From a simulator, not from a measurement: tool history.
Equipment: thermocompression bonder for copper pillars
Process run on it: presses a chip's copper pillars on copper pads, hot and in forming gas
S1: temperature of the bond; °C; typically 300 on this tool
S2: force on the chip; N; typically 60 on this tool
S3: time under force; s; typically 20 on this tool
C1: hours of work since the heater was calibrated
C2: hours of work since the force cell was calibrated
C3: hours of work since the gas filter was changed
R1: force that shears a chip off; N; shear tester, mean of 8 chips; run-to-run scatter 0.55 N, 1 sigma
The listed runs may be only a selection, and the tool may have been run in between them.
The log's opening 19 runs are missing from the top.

{"run": 20, "hour": 365.5, "S1": 300, "S2": 60, "S3": 20, "C1": 93, "C2": 610, "C3": 58, "R1": 54.6}
{"run": 21, "hour": 391.2, "S1": 315, "S2": 60, "S3": 10, "C1": 108, "C2": 625, "C3": 73, "R1": 51.5}
{"run": 22, "hour": 408.3, "S1": 315, "S2": 60, "S3": 10, "C1": 118, "C2": 635, "C3": 84, "R1": 51.5}
{"run": 23, "hour": 423.1, "S1": 315, "S2": 58, "S3": 28, "C1": 127, "C2": 643, "C3": 92, "R1": 71.6}
{"run": 24, "hour": 447.9, "S1": 271, "S2": 82, "S3": 53, "C1": 141, "C2": 658, "C3": 107, "R1": 68.4}
{"run": 25, "hour": 464.9, "S1": 296, "S2": 59, "S3": 15, "C1": 151, "C2": 668, "C3": 117, "R1": 44.4}
{"run": 26, "hour": 486.5, "S1": 296, "S2": 59, "S3": 13, "C1": 164, "C2": 681, "C3": 129, "R1": 41.5}
{"run": 27, "hour": 506.0, "S1": 302, "S2": 42, "S3": 45, "C1": 175, "C2": 692, "C3": 141, "R1": 51.9}
{"run": 28, "hour": 518.2, "S1": 305, "S2": 64, "S3": 20, "C1": 183, "C2": 699, "C3": 148, "R1": 61.7}

For run 29, what comes out?
{"run": 29, "hour": 533.1, "S1": 305, "S2": 64, "S3": 20, "C1": 191, "C2": 708, "C3": 157, "R1": "?"}

{"run 29": {"R1": 62}}
Had the tool carried no hidden state, the very same run would have given R1 61.7 N.

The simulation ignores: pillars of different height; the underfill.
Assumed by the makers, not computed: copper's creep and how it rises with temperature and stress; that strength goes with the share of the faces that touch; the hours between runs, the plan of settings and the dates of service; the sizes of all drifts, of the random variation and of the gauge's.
